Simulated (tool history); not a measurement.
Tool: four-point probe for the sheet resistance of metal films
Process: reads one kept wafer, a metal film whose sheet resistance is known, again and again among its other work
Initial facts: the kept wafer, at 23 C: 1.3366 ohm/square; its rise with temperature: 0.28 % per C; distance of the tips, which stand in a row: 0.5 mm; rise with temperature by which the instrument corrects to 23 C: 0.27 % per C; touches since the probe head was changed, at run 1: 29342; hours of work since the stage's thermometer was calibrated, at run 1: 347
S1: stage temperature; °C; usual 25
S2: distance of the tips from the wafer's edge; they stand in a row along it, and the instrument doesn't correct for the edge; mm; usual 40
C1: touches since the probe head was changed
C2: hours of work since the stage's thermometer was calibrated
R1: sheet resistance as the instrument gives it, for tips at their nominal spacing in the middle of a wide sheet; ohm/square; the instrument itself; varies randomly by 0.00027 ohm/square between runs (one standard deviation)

run 1 hour=0.0 | S1=25 S2=40 | C1=29342 C2=347 | R1=1.337035
run 2 hour=14.1 | S1=25 S2=40 | C1=30097 C2=356 | R1=1.336344
run 3 hour=37.2 | S1=25 S2=40 | C1=31338 C2=371 | R1=1.336806
run 4 hour=54.3 | S1=25 S2=40 | C1=32258 C2=382 | R1=1.336717
run 5 hour=77.7 | S1=25 S2=40 | C1=33517 C2=398 | R1=1.336856
run 6 hour=101.6 | S1=25 S2=5 | C1=34797 C2=413 | R1=1.344096
run 7 hour=115.2 | S1=25 S2=9 | C1=35529 C2=422 | R1=1.338266
run 8 hour=129.9 | S1=25 S2=9 | C1=36322 C2=431 | R1=1.338989
run 9 hour=154.2 | S1=25 S2=40 | C1=37626 C2=447 | R1=1.336923
run 10 hour=171.7 | S1=27 S2=36 | C1=38563 C2=458 | R1=1.336871
run 11 hour=189.7 | S1=25 S2=19 | C1=39530 C2=470 | R1=1.337194
run 12 hour=209.5 | S1=25 S2=19 | C1=40592 C2=483 | R1=1.336960
run 13 hour=230.0 | S1=34 S2=19 | C1=41699 C2=496 | R1=1.337283
run 14 hour=254.2 | S1=22 S2=13 | C1=42998 C2=512 | R1=1.337503
run 15 hour=276.0 | S1=22 S2=13 | C1=44167 C2=526 | R1=1.337410
run 16 hour=288.8 | S1=22 S2=13 | C1=44852 C2=534 | R1=1.337613
run 17 hour=308.9 | S1=22 S2=13 | C1=45932 C2=547 | R1=1.337644
run 18 hour=322.1 | S1=18 S2=9 | C1=46644 C2=556 | R1=1.338064

Here are 4 independent what-if runs from the current tool condition. What would each one return?
run A hour=344.5 | S1=23 S2=5 | C1=47844 C2=570 | R1=?
run B hour=344.5 | S1=32 S2=12 | C1=47844 C2=570 | R1=?
run C hour=344.5 | S1=25 S2=55 | C1=47844 C2=570 | R1=?
run D hour=344.5 | S1=34 S2=72 | C1=47844 C2=570 | R1=?

run=A R1=1.343702
run=B R1=1.337688
run=C R1=1.336688
run=D R1=1.337279
Take away the tool's hidden state, keep each run's random variation, and the runs would have read:
run=A R1=1.343740
run=B R1=1.337727
run=C R1=1.336726
run=D R1=1.337318
